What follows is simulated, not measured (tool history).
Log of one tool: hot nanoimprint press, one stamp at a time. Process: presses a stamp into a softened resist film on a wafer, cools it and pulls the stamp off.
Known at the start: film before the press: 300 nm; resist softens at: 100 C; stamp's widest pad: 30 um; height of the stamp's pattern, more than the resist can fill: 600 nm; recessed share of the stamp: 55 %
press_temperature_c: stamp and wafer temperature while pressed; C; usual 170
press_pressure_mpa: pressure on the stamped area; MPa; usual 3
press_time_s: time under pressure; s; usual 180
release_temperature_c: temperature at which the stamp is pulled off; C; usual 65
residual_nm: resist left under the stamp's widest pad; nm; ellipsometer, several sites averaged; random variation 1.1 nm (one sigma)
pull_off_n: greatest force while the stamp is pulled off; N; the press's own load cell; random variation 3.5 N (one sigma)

{"run": 1, "hour": 0.0, "press_temperature_c": 170, "press_pressure_mpa": 3, "press_time_s": 180, "release_temperature_c": 65, "residual_nm": 168.4, "pull_off_n": 223}
{"run": 2, "hour": 52.9, "press_temperature_c": 170, "press_pressure_mpa": 3, "press_time_s": 180, "release_temperature_c": 65, "residual_nm": 169.3, "pull_off_n": 247}
{"run": 3, "hour": 79.8, "press_temperature_c": 170, "press_pressure_mpa": 3, "press_time_s": 180, "release_temperature_c": 57, "residual_nm": 169.8, "pull_off_n": 271}
{"run": 4, "hour": 105.8, "press_temperature_c": 170, "press_pressure_mpa": 3, "press_time_s": 180, "release_temperature_c": 57, "residual_nm": 169.3, "pull_off_n": 282}
{"run": 5, "hour": 130.2, "press_temperature_c": 170, "press_pressure_mpa": 3, "press_time_s": 180, "release_temperature_c": 68, "residual_nm": 170.1, "pull_off_n": 248}
{"run": 6, "hour": 165.1, "press_temperature_c": 170, "press_pressure_mpa": 3, "press_time_s": 180, "release_temperature_c": 65, "residual_nm": 170.9, "pull_off_n": 266}
{"run": 7, "hour": 218.0, "press_temperature_c": 170, "press_pressure_mpa": 3, "press_time_s": 180, "release_temperature_c": 55, "residual_nm": 173.7, "pull_off_n": 329}
{"hour": 226.2, "done": "plate thermocouple calibrated"}
{"hour": 255.8, "done": "press's hydraulic seals changed and the load cell set to zero"}
{"run": 8, "hour": 269.8, "press_temperature_c": 170, "press_pressure_mpa": 3, "press_time_s": 180, "release_temperature_c": 55, "residual_nm": 174.2, "pull_off_n": 348}
{"run": 9, "hour": 301.0, "press_temperature_c": 170, "press_pressure_mpa": 2.4, "press_time_s": 180, "release_temperature_c": 53, "residual_nm": 189.7, "pull_off_n": 360}
{"hour": 333.2, "done": "plate thermocouple calibrated, once more"}
{"run": 10, "hour": 347.5, "press_temperature_c": 182, "press_pressure_mpa": 2.48, "press_time_s": 98, "release_temperature_c": 66, "residual_nm": 124.4, "pull_off_n": 293}
{"run": 11, "hour": 376.5, "press_temperature_c": 158, "press_pressure_mpa": 2.48, "press_time_s": 98, "release_temperature_c": 66, "residual_nm": 276.7, "pull_off_n": 304}
{"hour": 404.9, "done": "stamp cleaned and given a new release coat"}
{"run": 12, "hour": 423.1, "press_temperature_c": 170, "press_pressure_mpa": 4.67, "press_time_s": 333, "release_temperature_c": 54, "residual_nm": 105.1, "pull_off_n": 197}

3 ways to go on from here, each from the tool as it stands after run 12. What would each give?
{"run": "A", "hour": 477.1, "press_temperature_c": 170, "press_pressure_mpa": 4.07, "press_time_s": 327, "release_temperature_c": 64, "residual_nm": "?", "pull_off_n": "?"}
{"run": "B", "hour": 477.1, "press_temperature_c": 159, "press_pressure_mpa": 3, "press_time_s": 180, "release_temperature_c": 58, "residual_nm": "?", "pull_off_n": "?"}
{"run": "C", "hour": 477.1, "press_temperature_c": 173, "press_pressure_mpa": 4.67, "press_time_s": 165, "release_temperature_c": 56, "residual_nm": "?", "pull_off_n": "?"}

run=A residual_nm=114.3 pull_off_n=179
run=B residual_nm=246.4 pull_off_n=198
run=C residual_nm=119.6 pull_off_n=200
Without the tool's hidden state the same runs would have given:
run=A residual_nm=111.3 pull_off_n=165
run=B residual_nm=243.4 pull_off_n=182
run=C residual_nm=116.6 pull_off_n=185
